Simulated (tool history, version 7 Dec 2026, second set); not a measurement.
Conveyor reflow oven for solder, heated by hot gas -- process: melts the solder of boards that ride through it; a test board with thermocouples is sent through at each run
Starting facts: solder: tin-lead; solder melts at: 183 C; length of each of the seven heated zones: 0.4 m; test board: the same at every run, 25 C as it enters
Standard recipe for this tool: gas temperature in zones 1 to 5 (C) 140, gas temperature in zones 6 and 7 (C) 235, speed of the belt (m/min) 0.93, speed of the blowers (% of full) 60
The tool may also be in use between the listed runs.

run	hour	gas temperature in zones 1 to 5 (C)	gas temperature in zones 6 and 7 (C)	speed of the belt (m/min)	speed of the blowers (% of full)	highest temperature of the board (C)	time above the solder's melting point (s)
1	0	140	235	0.93	60	217.3	39.7
# hour 11.2: flux residue cleaned out of gas plates and filters
2	12	140	235	1.059	60	212.8	31.7
3	21.3	140	235	1.059	60	212.6	31.5
4	33.2	142	235	0.93	60	217.6	39.9
5	43.9	140	235	0.93	51	213.9	37.2
6	54.8	140	235	0.93	55	215	37.9
7	67.2	140	235	0.93	55	215.6	38.5
# hour 77.8: flux residue cleaned out of gas plates and filters, once more
8	82.1	140	235	0.93	55	217.3	39.5
9	92.6	140	235	0.93	60	218.9	40.3
10	105.5	140	235	0.93	60	218.8	40.4
11	118.1	140	235	0.93	60	218.3	40
12	131.2	140	235	0.93	60	218.8	39.7
13	140.6	140	227	0.93	60	211.9	36.2
14	149	132	235	0.93	60	217	37.4
15	158.6	136	235	0.93	60	217.6	38.5
16	172.8	137	235	0.93	60	218.2	39
17	188.6	140	241	0.93	60	223	42.2
18	197.2	140	228	1.056	72	211.9	31.7
19	213.1	129	237	0.842	88	228.1	47.6
20	226.6	129	237	0.842	88	228	47.8
21	238.1	147	245	0.927	58	227.6	45.9
22	245.7	140	231	0.939	74	218.4	39.9
23	254.5	140	242	0.939	57	223	42.1
24	269.4	130	226	0.939	57	207.2	30.2
25	276.1	130	226	0.939	57	207.2	30
26	290.1	137	235	0.93	60	218.2	38.7
27	299.7	140	238	1.119	60	213.8	30.6

Predict the results of run 28:
28	313.7	140	238	1.119	60	?	?

Run 28 measured highest temperature of the board (C) 213.8, time above the solder's melting point (s) 30.1.
With the hidden condition absent and the run-to-run variation left alone, this run would have shown highest temperature of the board (C) 214.1, time above the solder's melting point (s) 30.
